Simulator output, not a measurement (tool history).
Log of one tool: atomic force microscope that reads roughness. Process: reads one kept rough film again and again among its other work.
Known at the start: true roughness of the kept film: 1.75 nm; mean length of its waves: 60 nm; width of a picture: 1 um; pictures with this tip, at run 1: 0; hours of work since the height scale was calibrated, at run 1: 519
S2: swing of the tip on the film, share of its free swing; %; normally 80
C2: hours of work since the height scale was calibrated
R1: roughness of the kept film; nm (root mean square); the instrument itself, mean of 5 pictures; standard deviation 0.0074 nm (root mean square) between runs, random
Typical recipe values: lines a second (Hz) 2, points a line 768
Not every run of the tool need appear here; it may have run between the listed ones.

Run 1, hour 0: usual settings; pictures with this tip 0; C2 519. Result: R1 1.604 nm (root mean square).
Run 2, hour 59.1: usual settings; pictures with this tip 72; C2 565. Result: R1 1.537 nm (root mean square).
At hour 99.6: new tip fitted.
Run 3, hour 105.1: usual settings; pictures with this tip 7; C2 601. Result: R1 1.603 nm (root mean square).
Run 4, hour 154.7: usual settings; pictures with this tip 68; C2 640. Result: R1 1.56 nm (root mean square).
At hour 194.4: new tip fitted.
Run 5, hour 220.6: usual settings; pictures with this tip 32; C2 691. Result: R1 1.583 nm (root mean square).
Run 6, hour 252.5: usual settings; pictures with this tip 71; C2 716. Result: R1 1.545 nm (root mean square).
At hour 291.5: new tip fitted.
Run 7, hour 316.7: usual settings; pictures with this tip 31; C2 766. Result: R1 1.569 nm (root mean square).
Run 8, hour 374.7: usual settings; pictures with this tip 102; C2 811. Result: R1 1.515 nm (root mean square).
At hour 388: new tip fitted.
Run 9, hour 427.6: usual settings; pictures with this tip 48; C2 853. Result: R1 1.555 nm (root mean square).
Run 10, hour 460.6: usual settings; pictures with this tip 89; C2 878. Result: R1 1.532 nm (root mean square).
At hour 483.6: new tip fitted.
Run 11, hour 527: usual settings but lines a second (Hz) 3.33, points a line 600; pictures with this tip 54; C2 930. Result: R1 1.502 nm (root mean square).
Run 12, hour 556.6: usual settings but lines a second (Hz) 3.33, points a line 600; pictures with this tip 90; C2 953. Result: R1 1.475 nm (root mean square).
At hour 581.3: new tip fitted.
Run 13, hour 615.7: usual settings but lines a second (Hz) 3.33, points a line 600; pictures with this tip 42; C2 999. Result: R1 1.507 nm (root mean square).
At hour 676.4: new tip fitted.
Run 14, hour 682.7: usual settings but lines a second (Hz) 2.97, S2 56 %, points a line 806; pictures with this tip 8; C2 1051. Result: R1 1.646 nm (root mean square).
Run 15, hour 723.1: usual settings but lines a second (Hz) 0.9, points a line 748; pictures with this tip 57; C2 1083. Result: R1 1.602 nm (root mean square).
At hour 772.6: new tip fitted.
Run 16, hour 772.6: usual settings but lines a second (Hz) 1.63, S2 85 %, points a line 290; pictures with this tip 0; C2 1121. Result: R1 1.575 nm (root mean square).
Run 17, hour 814.3: usual settings but lines a second (Hz) 1.63, S2 85 %, points a line 290; pictures with this tip 52; C2 1154. Result: R1 1.54 nm (root mean square).

Predict each of these 3 candidate next runs independently; none follows another, all start after run 17:
At hour 867.9: new tip fitted.
Run A, hour 867.9: usual settings but S2 61 %; pictures with this tip 0; C2 1196. Result: R1 ?.
At hour 867.9: new tip fitted.
Run B, hour 867.9: usual settings but lines a second (Hz) 0.52; pictures with this tip 0; C2 1196. Result: R1 ?.
At hour 867.9: new tip fitted.
Run C, hour 867.9: usual settings but points a line 266; pictures with this tip 0; C2 1196. Result: R1 ?.

run     R1
  A  1.638
  B  1.651
  C  1.566
The same runs, with their run-to-run variation unchanged, on a tool lacking any hidden condition would have given:
run     R1
  A  1.676
  B  1.689
  C  1.602

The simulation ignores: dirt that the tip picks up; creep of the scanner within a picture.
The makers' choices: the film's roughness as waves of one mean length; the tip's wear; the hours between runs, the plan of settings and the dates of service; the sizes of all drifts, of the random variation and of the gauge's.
